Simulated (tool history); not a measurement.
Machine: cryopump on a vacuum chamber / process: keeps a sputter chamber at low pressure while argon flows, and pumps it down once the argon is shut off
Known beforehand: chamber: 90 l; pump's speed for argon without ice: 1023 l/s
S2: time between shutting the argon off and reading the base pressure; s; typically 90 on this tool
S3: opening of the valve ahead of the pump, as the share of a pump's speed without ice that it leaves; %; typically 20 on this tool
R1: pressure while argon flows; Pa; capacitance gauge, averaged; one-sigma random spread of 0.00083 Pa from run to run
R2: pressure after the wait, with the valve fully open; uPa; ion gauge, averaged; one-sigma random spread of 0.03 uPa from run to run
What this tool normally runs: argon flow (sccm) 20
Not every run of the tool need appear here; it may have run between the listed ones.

run 1 hour=0 | argon_flow_(sccm)=20 S2=90 S3=20 | R1=0.1666 R2=2.48
run 2 hour=28 | argon_flow_(sccm)=20 S2=90 S3=20 | R1=0.168 R2=2.52
run 3 hour=43.1 | argon_flow_(sccm)=20 S2=90 S3=20 | R1=0.1689 R2=2.59
run 4 hour=70 | argon_flow_(sccm)=20 S2=90 S3=20 | R1=0.1685 R2=2.57
run 5 hour=83.2 | argon_flow_(sccm)=20 S2=90 S3=20 | R1=0.1677 R2=2.55
run 6 hour=104.4 | argon_flow_(sccm)=20 S2=90 S3=20 | R1=0.1684 R2=2.58
run 7 hour=136.7 | argon_flow_(sccm)=20 S2=90 S3=20 | R1=0.1692 R2=2.64
run 8 hour=155.1 | argon_flow_(sccm)=20 S2=90 S3=20 | R1=0.1697 R2=2.66
run 9 hour=182.7 | argon_flow_(sccm)=20 S2=90 S3=20 | R1=0.1708 R2=2.69
run 10 hour=207.4 | argon_flow_(sccm)=20 S2=90 S3=21 | R1=0.1617 R2=2.69
run 11 hour=222.8 | argon_flow_(sccm)=16 S2=90 S3=59 | R1=0.0494 R2=2.74
run 12 hour=236.9 | argon_flow_(sccm)=8 S2=22 S3=33 | R1=0.0424 R2=6.49
run 13 hour=266.9 | argon_flow_(sccm)=8 S2=22 S3=33 | R1=0.0428 R2=6.54
run 14 hour=294.9 | argon_flow_(sccm)=8 S2=22 S3=33 | R1=0.0434 R2=6.57
run 15 hour=319.1 | argon_flow_(sccm)=29 S2=22 S3=43 | R1=0.1216 R2=6.65
run 16 hour=332.8 | argon_flow_(sccm)=29 S2=22 S3=43 | R1=0.1212 R2=6.62
run 17 hour=360.4 | argon_flow_(sccm)=11 S2=22 S3=23 | R1=0.0828 R2=6.64
run 18 hour=380.8 | argon_flow_(sccm)=11 S2=284 S3=36 | R1=0.0547 R2=1.95
run 19 hour=410.4 | argon_flow_(sccm)=9 S2=65 S3=36 | R1=0.0445 R2=3.4

Here are 3 independent what-if runs from the current tool condition. What would each one return?
run A hour=429.3 | argon_flow_(sccm)=9 S2=33 S3=36 | R1=? R2=?
run B hour=429.3 | argon_flow_(sccm)=29 S2=65 S3=20 | R1=? R2=?
run C hour=429.3 | argon_flow_(sccm)=13 S2=65 S3=36 | R1=? R2=?

run=A R1=0.0449 R2=5.11
run=B R1=0.251 R2=3.41
run=C R1=0.0664 R2=3.4
The same runs, with their run-to-run variation unchanged, on a tool lacking any hidden condition would have given:
run=A R1=0.0411 R2=3.71
run=B R1=0.2388 R2=2
run=C R1=0.0609 R2=2.01

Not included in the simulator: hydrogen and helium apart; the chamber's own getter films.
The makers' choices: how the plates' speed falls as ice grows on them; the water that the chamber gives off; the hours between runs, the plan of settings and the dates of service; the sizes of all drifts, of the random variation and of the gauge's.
